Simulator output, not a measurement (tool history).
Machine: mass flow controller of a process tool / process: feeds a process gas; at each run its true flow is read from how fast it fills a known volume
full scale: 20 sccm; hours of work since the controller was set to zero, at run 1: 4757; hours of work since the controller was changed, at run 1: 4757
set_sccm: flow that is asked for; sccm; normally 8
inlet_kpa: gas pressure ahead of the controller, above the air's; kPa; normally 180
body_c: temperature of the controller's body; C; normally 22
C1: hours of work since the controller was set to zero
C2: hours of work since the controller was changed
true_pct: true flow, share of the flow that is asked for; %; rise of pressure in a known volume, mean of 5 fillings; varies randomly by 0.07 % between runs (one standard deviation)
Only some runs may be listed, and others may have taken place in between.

Run 1, hour 0: usual settings; C1 4757; C2 4757. Result: true_pct 97.69 %.
Run 2, hour 175.1: usual settings; C1 4837; C2 4837. Result: true_pct 97.68 %.
Run 3, hour 475: usual settings but inlet_kpa 218 kPa; C1 4974; C2 4974. Result: true_pct 97.54 %.
Run 4, hour 700.9: usual settings but inlet_kpa 218 kPa; C1 5078; C2 5078. Result: true_pct 97.58 %.
Run 5, hour 936.6: usual settings but inlet_kpa 253 kPa; C1 5186; C2 5186. Result: true_pct 97.35 %.
Run 6, hour 1318.5: usual settings but inlet_kpa 253 kPa; C1 5361; C2 5361. Result: true_pct 97.41 %.
Run 7, hour 1594.7: usual settings but inlet_kpa 253 kPa; C1 5487; C2 5487. Result: true_pct 97.4 %.
Run 8, hour 1974.7: usual settings but inlet_kpa 160 kPa; C1 5661; C2 5661. Result: true_pct 97.86 %.
Run 9, hour 2147.8: usual settings but inlet_kpa 160 kPa; C1 5740; C2 5740. Result: true_pct 97.95 %.
Run 10, hour 2344.4: usual settings; C1 5830; C2 5830. Result: true_pct 97.78 %.
Run 11, hour 2750.3: usual settings but inlet_kpa 167 kPa; C1 6016; C2 6016. Result: true_pct 97.58 %.
Run 12, hour 3082.9: usual settings but set_sccm 3 sccm; C1 6168; C2 6168. Result: true_pct 96.84 %.
Run 13, hour 3346.1: usual settings but set_sccm 3 sccm; C1 6289; C2 6289. Result: true_pct 96.85 %.
Run 14, hour 3594.1: usual settings but set_sccm 3 sccm; C1 6402; C2 6402. Result: true_pct 96.87 %.
Run 15, hour 3969.3: usual settings but set_sccm 3 sccm; C1 6574; C2 6574. Result: true_pct 96.95 %.
Run 16, hour 4312.9: usual settings but set_sccm 3 sccm; C1 6731; C2 6731. Result: true_pct 96.8 %.
Run 17, hour 4566: usual settings; C1 6847; C2 6847. Result: true_pct 97.64 %.
Run 18, hour 4915.7: usual settings; C1 7007; C2 7007. Result: true_pct 97.73 %.
Run 19, hour 5082.3: usual settings; C1 7084; C2 7084. Result: true_pct 97.7 %.
Run 20, hour 5408: usual settings but body_c 32 C; C1 7233; C2 7233. Result: true_pct 98.68 %.
Run 21, hour 5745: usual settings; C1 7387; C2 7387. Result: true_pct 97.75 %.
Run 22, hour 6058: usual settings but set_sccm 5 sccm; C1 7530; C2 7530. Result: true_pct 97.24 %.
Run 23, hour 6375.9: usual settings but set_sccm 9 sccm; C1 7676; C2 7676. Result: true_pct 97.92 %.
Run 24, hour 6596.5: usual settings but set_sccm 9 sccm; C1 7777; C2 7777. Result: true_pct 97.84 %.
Run 25, hour 6852.6: usual settings but set_sccm 5 sccm, body_c 35 C; C1 7894; C2 7894. Result: true_pct 98.35 %.
Run 26, hour 7061.4: usual settings but set_sccm 3 sccm, inlet_kpa 167 kPa, body_c 38 C; C1 7990; C2 7990. Result: true_pct 98.44 %.
Run 27, hour 7460.2: usual settings but set_sccm 12 sccm, inlet_kpa 271 kPa, body_c 38 C; C1 8172; C2 8172. Result: true_pct 99.49 %.
Run 28, hour 7835.9: usual settings but set_sccm 5 sccm, inlet_kpa 176 kPa, body_c 21 C; C1 8344; C2 8344. Result: true_pct 97.21 %.
Run 29, hour 8012.4: usual settings but body_c 26 C; C1 8425; C2 8425. Result: true_pct 98.18 %.
At hour 8227.4: controller's zero set anew.
Run 30, hour 8348.1: usual settings but set_sccm 2 sccm, inlet_kpa 213 kPa, body_c 39 C; C1 55; C2 8579. Result: true_pct 98.13 %.
Run 31, hour 8741: usual settings but inlet_kpa 253 kPa, body_c 39 C; C1 235; C2 8758. Result: true_pct 99.11 %.
Run 32, hour 8917.2: usual settings but set_sccm 12 sccm, body_c 23 C; C1 316; C2 8839. Result: true_pct 98.45 %.
Run 33, hour 9114.9: usual settings but set_sccm 12 sccm, body_c 23 C; C1 406; C2 8930. Result: true_pct 98.48 %.
Run 34, hour 9446.4: usual settings but set_sccm 5 sccm, inlet_kpa 169 kPa, body_c 35 C; C1 558; C2 9081. Result: true_pct 98.42 %.
Run 35, hour 9705.4: usual settings but set_sccm 12 sccm, inlet_kpa 209 kPa, body_c 29 C; C1 677; C2 9200. Result: true_pct 98.9 %.
Run 36, hour 10047.5: usual settings but set_sccm 12 sccm, inlet_kpa 209 kPa, body_c 29 C; C1 833; C2 9357. Result: true_pct 99.05 %.
Run 37, hour 10352.5: usual settings but set_sccm 7 sccm, inlet_kpa 188 kPa; C1 973; C2 9496. Result: true_pct 97.47 %.
Run 38, hour 10718.5: usual settings but set_sccm 3 sccm, inlet_kpa 235 kPa, body_c 36 C; C1 1140; C2 9664. Result: true_pct 97.88 %.
Run 39, hour 11096.1: usual settings but set_sccm 3 sccm, inlet_kpa 254 kPa, body_c 25 C; C1 1313; C2 9837. Result: true_pct 96.79 %.
Run 40, hour 11410.1: usual settings but set_sccm 17 sccm, inlet_kpa 154 kPa, body_c 33 C; C1 1457; C2 9980. Result: true_pct 100.41 %.
Run 41, hour 11695.3: usual settings but set_sccm 17 sccm, inlet_kpa 154 kPa, body_c 33 C; C1 1588; C2 10111. Result: true_pct 100.43 %.
Run 42, hour 12026: usual settings but set_sccm 4 sccm, inlet_kpa 166 kPa, body_c 24 C; C1 1739; C2 10262. Result: true_pct 97.26 %.
Run 43, hour 12359.3: usual settings but set_sccm 7 sccm, inlet_kpa 147 kPa, body_c 36 C; C1 1892; C2 10415. Result: true_pct 99.07 %.
Run 44, hour 12607.4: usual settings but set_sccm 7 sccm, inlet_kpa 147 kPa, body_c 36 C; C1 2005; C2 10528. Result: true_pct 99.11 %.
Run 45, hour 12887.8: usual settings but set_sccm 3 sccm, inlet_kpa 276 kPa; C1 2134; C2 10657. Result: true_pct 96.29 %.
Run 46, hour 13141.9: usual settings but set_sccm 3 sccm, inlet_kpa 276 kPa; C1 2250; C2 10773. Result: true_pct 96.41 %.
Run 47, hour 13541.5: usual settings but set_sccm 3 sccm, inlet_kpa 276 kPa; C1 2433; C2 10956. Result: true_pct 96.5 %.

What if the next run were any one of these 4? Each begins from the tool's condition after run 47:
Run A, hour 13710.8: usual settings but set_sccm 3 sccm, inlet_kpa 252 kPa, body_c 31 C; C1 2510; C2 11034. Result: true_pct ?.
Run B, hour 13710.8: usual settings but set_sccm 4 sccm; C1 2510; C2 11034. Result: true_pct ?.
Run C, hour 13710.8: usual settings but set_sccm 6 sccm, inlet_kpa 144 kPa, body_c 33 C; C1 2510; C2 11034. Result: true_pct ?.
Run D, hour 13710.8: usual settings but set_sccm 3 sccm, inlet_kpa 154 kPa; C1 2510; C2 11034. Result: true_pct ?.

run  true_pct
  A     97.28
  B     96.87
  C     98.66
  D        97
Without the tool's hidden state the same runs would have given:
run  true_pct
  A     97.28
  B     96.87
  C     98.66
  D        97
